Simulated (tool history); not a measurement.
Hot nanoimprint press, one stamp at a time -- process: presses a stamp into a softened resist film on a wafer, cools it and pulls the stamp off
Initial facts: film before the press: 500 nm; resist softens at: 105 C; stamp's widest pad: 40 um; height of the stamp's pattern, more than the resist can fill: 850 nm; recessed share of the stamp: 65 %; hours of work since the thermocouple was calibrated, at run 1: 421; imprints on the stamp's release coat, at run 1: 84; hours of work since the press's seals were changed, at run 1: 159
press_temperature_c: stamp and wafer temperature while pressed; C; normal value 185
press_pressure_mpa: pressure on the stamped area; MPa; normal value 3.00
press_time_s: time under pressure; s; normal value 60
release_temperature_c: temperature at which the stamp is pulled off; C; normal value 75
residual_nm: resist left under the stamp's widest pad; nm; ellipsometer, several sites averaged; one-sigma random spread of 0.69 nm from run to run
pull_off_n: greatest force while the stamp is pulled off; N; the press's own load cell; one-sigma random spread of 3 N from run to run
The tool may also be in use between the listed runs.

| run | hour | press_temperature_c | press_pressure_mpa | press_time_s | release_temperature_c | hours of work since the thermocouple was calibrated | imprints on the stamp's release coat | hours of work since the press's seals were changed | residual_nm | pull_off_n |
|---|---|---|---|---|---|---|---|---|---|---|
| 1 | 0.0 | 185 | 3.00 | 60 | 75 | 421 | 84 | 159 | 206.9 | 144 |
| 2 | 22.3 | 185 | 3.00 | 60 | 75 | 433 | 151 | 170 | 205.3 | 140 |
| 3 | 42.6 | 185 | 3.00 | 60 | 75 | 443 | 212 | 181 | 206.0 | 146 |
| 4 | 53.1 | 185 | 3.00 | 60 | 75 | 449 | 244 | 186 | 205.4 | 144 |
| 5 | 64.8 | 185 | 3.95 | 60 | 75 | 455 | 279 | 192 | 179.7 | 137 |
| 6 | 79.7 | 185 | 2.87 | 60 | 75 | 462 | 324 | 200 | 212.0 | 139 |
| 7 | 100.9 | 185 | 2.87 | 43 | 75 | 473 | 388 | 211 | 237.9 | 142 |
| 8 | 116.6 | 181 | 1.82 | 99 | 75 | 481 | 436 | 219 | 238.2 | 139 |
| 9 | 134.3 | 184 | 1.82 | 99 | 75 | 491 | 489 | 228 | 220.8 | 141 |
|  | 155.8 | plate thermocouple calibrated |
| 10 | 156.7 | 184 | 1.82 | 99 | 75 | 0 | 548 | 238 | 221.0 | 142 |
| 11 | 169.5 | 184 | 1.82 | 99 | 75 | 7 | 587 | 245 | 220.9 | 141 |

3 options for the next run, each taken on its own from the tool as it stands now. Forecast them:
| A | 188.0 | 178 | 1.82 | 99 | 75 | 17 | 642 | 254 | ? | ? |
| B | 188.0 | 187 | 2.17 | 60 | 65 | 17 | 642 | 254 | ? | ? |
| C | 188.0 | 185 | 1.82 | 99 | 75 | 17 | 642 | 254 | ? | ? |

| run | residual_nm | pull_off_n |
|---|---|---|
| A | 255.8 | 143 |
| B | 229.8 | 176 |
| C | 215.9 | 141 |
With no hidden state in the tool, these same runs would have given:
| run | residual_nm | pull_off_n |
|---|---|---|
| A | 255.8 | 142 |
| B | 229.8 | 176 |
| C | 215.9 | 140 |
